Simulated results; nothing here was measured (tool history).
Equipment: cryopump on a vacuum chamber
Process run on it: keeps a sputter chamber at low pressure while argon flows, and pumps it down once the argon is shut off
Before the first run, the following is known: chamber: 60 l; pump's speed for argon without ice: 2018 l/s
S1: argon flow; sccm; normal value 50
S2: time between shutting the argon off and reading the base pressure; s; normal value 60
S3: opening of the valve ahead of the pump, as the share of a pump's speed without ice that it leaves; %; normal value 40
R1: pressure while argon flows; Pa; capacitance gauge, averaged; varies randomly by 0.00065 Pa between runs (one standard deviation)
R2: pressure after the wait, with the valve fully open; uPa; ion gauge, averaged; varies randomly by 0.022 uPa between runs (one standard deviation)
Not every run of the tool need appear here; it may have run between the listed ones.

Run 1, day 0: usual settings. Result: R1 0.1064 Pa, R2 1 uPa.
Run 2, day 1.033: usual settings. Result: R1 0.1063 Pa, R2 1.06 uPa.
Run 3, day 1.754: usual settings. Result: R1 0.1064 Pa, R2 1.05 uPa.
Run 4, day 2.842: usual settings. Result: R1 0.1072 Pa, R2 1.08 uPa.
Run 5, day 3.671: usual settings but S1 52 sccm. Result: R1 0.1118 Pa, R2 1.04 uPa.
Run 6, day 4.267: usual settings but S2 158 s. Result: R1 0.1073 Pa, R2 0.75 uPa.
Run 7, day 5.342: usual settings but S2 158 s. Result: R1 0.107 Pa, R2 0.81 uPa.
Run 8, day 6.4: usual settings but S2 158 s. Result: R1 0.108 Pa, R2 0.82 uPa.
Run 9, day 7.288: usual settings. Result: R1 0.1081 Pa, R2 1.06 uPa.
Run 10, day 8.15: usual settings but S2 31 s. Result: R1 0.108 Pa, R2 1.51 uPa.
Run 11, day 9.146: usual settings but S2 31 s. Result: R1 0.1082 Pa, R2 1.56 uPa.
Run 12, day 9.992: usual settings but S2 31 s. Result: R1 0.1085 Pa, R2 1.59 uPa.
Run 13, day 10.729: usual settings but S1 81 sccm, S2 291 s. Result: R1 0.1762 Pa, R2 0.78 uPa.
Run 14, day 11.875: usual settings but S2 101 s, S3 44 %. Result: R1 0.0997 Pa, R2 0.94 uPa.
Run 15, day 12.783: usual settings but S2 101 s, S3 44 %. Result: R1 0.0994 Pa, R2 0.99 uPa.
Run 16, day 13.888: usual settings but S2 101 s, S3 44 %. Result: R1 0.0992 Pa, R2 0.94 uPa.
Run 17, day 14.879: usual settings but S2 24 s, S3 15 %. Result: R1 0.2845 Pa, R2 1.92 uPa.
Run 18, day 15.35: usual settings but S2 24 s, S3 15 %. Result: R1 0.2873 Pa, R2 1.84 uPa.
Run 19, day 16.462: usual settings but S1 54 sccm, S2 159 s, S3 17 %. Result: R1 0.2741 Pa, R2 0.84 uPa.
Run 20, day 17.429: usual settings but S2 119 s, S3 51 %. Result: R1 0.0884 Pa, R2 0.97 uPa.
Run 21, day 18.304: usual settings but S1 21 sccm, S2 167 s, S3 21 %. Result: R1 0.0875 Pa, R2 0.91 uPa.
Run 22, day 19.104: usual settings but S1 21 sccm, S2 167 s, S3 21 %. Result: R1 0.0858 Pa, R2 0.94 uPa.
Run 23, day 19.65: usual settings but S1 37 sccm, S3 21 %. Result: R1 0.1519 Pa, R2 1.2 uPa.

Hidden state or all else? Some run-to-run changes of R1, split into what the settings, what came in and random variation would give without the hidden state, and what is left for the hidden state (with any gauge scatter that isn't in both results):
Hidden state at play: pump's speed, % of a pump's without ice; cold plate's temperature, K; leak into the chamber, uPa l/s; drift of the gauge itself on working_pa, %; drift of the gauge itself on base_upa, %.
Run 12 -> 13: S1 50 -> 81, S2 31 -> 291. R1 +0.0677 Pa: hidden state +0.0027, all else +0.065.
Run 16 -> 17: S2 101 -> 24, S3 44 -> 15. R1 +0.1853 Pa: hidden state +0.0004, all else +0.1849.
Run 19 -> 20: S1 54 -> 50, S2 159 -> 119, S3 17 -> 51. R1 -0.1857 Pa: hidden state -0.0003, all else -0.1854.
Run 20 -> 21: S1 50 -> 21, S2 119 -> 167, S3 51 -> 21. R1 -0.0009 Pa: hidden state -0.0032, all else +0.0023.
